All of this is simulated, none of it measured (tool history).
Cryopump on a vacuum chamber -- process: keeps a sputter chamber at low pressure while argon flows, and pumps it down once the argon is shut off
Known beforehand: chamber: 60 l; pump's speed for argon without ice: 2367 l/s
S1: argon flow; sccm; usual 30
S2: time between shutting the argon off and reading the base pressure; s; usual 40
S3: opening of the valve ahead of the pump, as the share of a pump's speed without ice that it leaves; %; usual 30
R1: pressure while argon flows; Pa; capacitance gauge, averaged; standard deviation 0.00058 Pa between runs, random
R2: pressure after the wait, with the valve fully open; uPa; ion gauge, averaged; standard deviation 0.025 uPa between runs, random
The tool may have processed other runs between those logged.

run	day	S1	S2	S3	R1	R2
1	0.000	30	40	30	0.0800	1.79
2	3.150	30	40	30	0.0796	1.77
3	6.154	30	40	30	0.0813	1.91
4	7.946	30	40	30	0.0815	1.99
5	9.508	30	40	30	0.0825	2.00
6	12.317	30	40	30	0.0850	2.03
# day 13.304: pump warmed up, emptied and cooled again
7	14.625	30	40	30	0.0719	1.74
8	16.488	30	40	30	0.0721	1.80
9	17.871	30	40	37	0.0592	1.85
10	19.250	30	40	37	0.0599	1.75
11	22.067	30	65	37	0.0597	1.47
12	24.642	44	36	22	0.1472	1.96
13	26.354	22	93	16	0.1009	1.43
14	28.404	22	93	16	0.1011	1.49
15	29.800	39	203	16	0.1792	1.24
16	31.942	39	203	16	0.1787	1.26
17	33.600	30	40	27	0.0825	2.05
18	35.221	30	40	27	0.0841	2.10
19	38.162	37	36	55	0.0554	2.35

Below are 3 alternative next runs, each starting from the tool's condition after run 19. Predict each:
A	39.625	37	203	30	?	?
B	39.625	46	134	43	?	?
C	39.625	30	43	16	?	?

run	R1	R2
A	0.0949	1.52
B	0.0859	1.60
C	0.1399	2.18
Without the tool's hidden state the same runs would have given:
run	R1	R2
A	0.0874	0.33
B	0.0765	0.40
C	0.1338	1.01
